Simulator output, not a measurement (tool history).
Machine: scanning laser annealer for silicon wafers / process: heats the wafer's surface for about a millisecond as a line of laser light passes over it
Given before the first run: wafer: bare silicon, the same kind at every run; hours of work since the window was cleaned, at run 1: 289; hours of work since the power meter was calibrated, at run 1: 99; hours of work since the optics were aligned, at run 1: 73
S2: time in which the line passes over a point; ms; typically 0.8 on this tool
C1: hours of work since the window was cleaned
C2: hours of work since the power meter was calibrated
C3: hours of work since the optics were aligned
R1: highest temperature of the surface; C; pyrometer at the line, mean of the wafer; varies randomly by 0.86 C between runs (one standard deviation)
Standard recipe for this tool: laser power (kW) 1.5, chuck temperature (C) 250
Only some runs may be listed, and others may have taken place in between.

{"run": 1, "hour": 0.0, "laser power (kW)": 1.5, "S2": 0.8, "chuck temperature (C)": 250, "C1": 289, "C2": 99, "C3": 73, "R1": 1097.6}
{"run": 2, "hour": 7.7, "laser power (kW)": 1.5, "S2": 0.8, "chuck temperature (C)": 239, "C1": 295, "C2": 105, "C3": 79, "R1": 1085.2}
{"run": 3, "hour": 14.0, "laser power (kW)": 1.513, "S2": 0.8, "chuck temperature (C)": 250, "C1": 300, "C2": 110, "C3": 84, "R1": 1104.2}
{"run": 4, "hour": 24.1, "laser power (kW)": 1.513, "S2": 0.8, "chuck temperature (C)": 250, "C1": 307, "C2": 117, "C3": 92, "R1": 1103.9}
{"run": 5, "hour": 36.0, "laser power (kW)": 1.513, "S2": 0.8, "chuck temperature (C)": 250, "C1": 316, "C2": 126, "C3": 101, "R1": 1103.9}
{"run": 6, "hour": 45.5, "laser power (kW)": 1.5, "S2": 0.8, "chuck temperature (C)": 281, "C1": 324, "C2": 134, "C3": 108, "R1": 1127.9}
{"run": 7, "hour": 54.4, "laser power (kW)": 1.5, "S2": 0.8, "chuck temperature (C)": 281, "C1": 331, "C2": 141, "C3": 115, "R1": 1126}
{"run": 8, "hour": 60.2, "laser power (kW)": 1.5, "S2": 0.8, "chuck temperature (C)": 281, "C1": 335, "C2": 145, "C3": 119, "R1": 1126.6}
{"run": 9, "hour": 70.5, "laser power (kW)": 1.5, "S2": 0.8, "chuck temperature (C)": 281, "C1": 343, "C2": 153, "C3": 127, "R1": 1126.5}
{"run": 10, "hour": 82.1, "laser power (kW)": 1.5, "S2": 0.8, "chuck temperature (C)": 281, "C1": 352, "C2": 162, "C3": 136, "R1": 1127.1}
{"run": 11, "hour": 91.6, "laser power (kW)": 1.5, "S2": 0.983, "chuck temperature (C)": 250, "C1": 359, "C2": 169, "C3": 143, "R1": 1183.6}
{"run": 12, "hour": 104.8, "laser power (kW)": 1.333, "S2": 0.983, "chuck temperature (C)": 250, "C1": 369, "C2": 179, "C3": 153, "R1": 1084.8}
{"run": 13, "hour": 115.3, "laser power (kW)": 1.5, "S2": 0.565, "chuck temperature (C)": 245, "C1": 377, "C2": 187, "C3": 161, "R1": 961.7}
{"run": 14, "hour": 126.1, "laser power (kW)": 1.464, "S2": 0.577, "chuck temperature (C)": 263, "C1": 385, "C2": 195, "C3": 170, "R1": 968.6}
{"run": 15, "hour": 132.0, "laser power (kW)": 1.464, "S2": 0.577, "chuck temperature (C)": 263, "C1": 390, "C2": 200, "C3": 174, "R1": 970.3}
{"run": 16, "hour": 138.5, "laser power (kW)": 1.5, "S2": 1, "chuck temperature (C)": 253, "C1": 395, "C2": 205, "C3": 179, "R1": 1195.6}
{"run": 17, "hour": 150.6, "laser power (kW)": 1.5, "S2": 0.91, "chuck temperature (C)": 220, "C1": 404, "C2": 214, "C3": 188, "R1": 1120.8}
{"run": 18, "hour": 158.6, "laser power (kW)": 1.5, "S2": 0.91, "chuck temperature (C)": 220, "C1": 410, "C2": 220, "C3": 195, "R1": 1122.2}
{"run": 19, "hour": 167.7, "laser power (kW)": 1.288, "S2": 0.682, "chuck temperature (C)": 283, "C1": 417, "C2": 227, "C3": 201, "R1": 960.7}
{"run": 20, "hour": 176.8, "laser power (kW)": 1.288, "S2": 0.682, "chuck temperature (C)": 283, "C1": 424, "C2": 234, "C3": 208, "R1": 959.7}
{"run": 21, "hour": 187.7, "laser power (kW)": 1.513, "S2": 0.733, "chuck temperature (C)": 244, "C1": 432, "C2": 242, "C3": 217, "R1": 1063.5}
{"run": 22, "hour": 196.9, "laser power (kW)": 1.395, "S2": 0.608, "chuck temperature (C)": 213, "C1": 439, "C2": 249, "C3": 224, "R1": 904.5}

3 options for the next run, each taken on its own from the tool as it stands now. Forecast them:
{"run": "A", "hour": 207.6, "laser power (kW)": 1.351, "S2": 0.697, "chuck temperature (C)": 229, "C1": 448, "C2": 258, "C3": 232, "R1": "?"}
{"run": "B", "hour": 207.6, "laser power (kW)": 1.319, "S2": 0.574, "chuck temperature (C)": 225, "C1": 448, "C2": 258, "C3": 232, "R1": "?"}
{"run": "C", "hour": 207.6, "laser power (kW)": 1.304, "S2": 0.816, "chuck temperature (C)": 219, "C1": 448, "C2": 258, "C3": 232, "R1": "?"}

run=A R1=944.7
run=B R1=861.2
run=C R1=966.5
Had the tool no hidden state, the same runs would have come out as:
run=A R1=945.2
run=B R1=861.7
run=C R1=967.1
